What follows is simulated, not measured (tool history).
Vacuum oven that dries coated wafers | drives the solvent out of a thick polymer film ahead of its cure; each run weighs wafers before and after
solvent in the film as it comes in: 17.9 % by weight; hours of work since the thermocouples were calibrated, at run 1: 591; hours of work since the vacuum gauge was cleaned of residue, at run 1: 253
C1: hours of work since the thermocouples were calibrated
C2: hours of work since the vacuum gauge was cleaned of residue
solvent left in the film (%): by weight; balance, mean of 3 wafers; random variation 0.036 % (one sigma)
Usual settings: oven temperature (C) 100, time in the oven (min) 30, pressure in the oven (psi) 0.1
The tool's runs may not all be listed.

Run 1, hour 0.0: usual settings; C1 591; C2 253. Result: solvent left in the film (%) 2.85.
Run 2, hour 27.4: usual settings; C1 603; C2 266. Result: solvent left in the film (%) 2.89.
Run 3, hour 41.8: usual settings; C1 610; C2 273. Result: solvent left in the film (%) 2.88.
Run 4, hour 63.6: usual settings; C1 620; C2 283. Result: solvent left in the film (%) 2.94.
Run 5, hour 90.1: usual settings; C1 632; C2 295. Result: solvent left in the film (%) 2.98.
Run 6, hour 101.8: usual settings; C1 637; C2 300. Result: solvent left in the film (%) 2.98.
At hour 106.3: oven's thermocouples calibrated.
Run 7, hour 120.7: usual settings but oven temperature (C) 95; C1 7; C2 308. Result: solvent left in the film (%) 4.65.
Run 8, hour 135.8: usual settings but oven temperature (C) 108; C1 14; C2 315. Result: solvent left in the film (%) 1.26.

Run 9 comes next. What will it give?
Run 9, hour 160.5: usual settings but oven temperature (C) 108; C1 25; C2 326. Result: solvent left in the film (%) ?.

solvent left in the film (%): 1.25
Without the tool's hidden state the same run would have given solvent left in the film (%) 1.06.

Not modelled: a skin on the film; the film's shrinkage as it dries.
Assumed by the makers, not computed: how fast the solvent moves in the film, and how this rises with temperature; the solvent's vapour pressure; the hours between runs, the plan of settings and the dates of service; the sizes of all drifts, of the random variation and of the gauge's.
